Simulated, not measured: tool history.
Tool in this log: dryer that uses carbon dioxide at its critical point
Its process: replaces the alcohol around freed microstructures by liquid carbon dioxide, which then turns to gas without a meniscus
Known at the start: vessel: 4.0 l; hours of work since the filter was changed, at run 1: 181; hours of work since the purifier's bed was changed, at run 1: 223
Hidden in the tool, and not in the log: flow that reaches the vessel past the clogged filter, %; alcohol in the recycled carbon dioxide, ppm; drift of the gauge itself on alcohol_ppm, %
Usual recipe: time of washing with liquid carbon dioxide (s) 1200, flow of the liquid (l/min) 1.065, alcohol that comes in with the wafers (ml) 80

| run | hour | time of washing with liquid carbon dioxide (s) | flow of the liquid (l/min) | alcohol that comes in with the wafers (ml) | hours of work since the filter was changed | hours of work since the purifier's bed was changed | alcohol left in the vessel before it's heated (ppm by volume) |
|---|---|---|---|---|---|---|---|
| 1 | 0 | 1200 | 1.065 | 80 | 181 | 223 | 457 |
| 2 | 21.9 | 1200 | 1.065 | 69 | 197 | 239 | 414 |
| 3 | 37.3 | 1200 | 1.065 | 69 | 208 | 250 | 419 |
| 4 | 57.3 | 1200 | 1.065 | 69 | 222 | 265 | 439 |
| 5 | 75.6 | 1200 | 1.065 | 69 | 236 | 278 | 451 |
| 6 | 90.9 | 1200 | 1.065 | 69 | 247 | 289 | 456 |
| 7 | 100.9 | 1200 | 1.065 | 69 | 254 | 296 | 464 |
| 8 | 114.1 | 1200 | 1.065 | 80 | 263 | 306 | 537 |
| 9 | 132.2 | 1200 | 1.065 | 80 | 277 | 319 | 550 |
| 10 | 145.9 | 1200 | 1.065 | 80 | 287 | 329 | 569 |
| 11 | 161.9 | 1800 | 1.065 | 80 | 298 | 341 | 208 |
| 12 | 175.8 | 1200 | 1 | 72 | 308 | 351 | 635 |
| 13 | 191.4 | 1860 | 0.66 | 80 | 320 | 362 | 639 |
| 14 | 206 | 1860 | 0.66 | 80 | 330 | 373 | 665 |
| 15 | 220.7 | 1320 | 1.065 | 91 | 341 | 383 | 504 |
| 16 | 230.4 | 1500 | 1.11 | 29 | 348 | 390 | 218 |

The next listed run, before its measurement:
| 17 | 244.3 | 1380 | 1.47 | 40 | 358 | 400 | ? |

alcohol left in the vessel before it's heated (ppm by volume): 186
With the hidden condition absent and the run-to-run variation left alone, this run would have shown alcohol left in the vessel before it's heated (ppm by volume) 17.
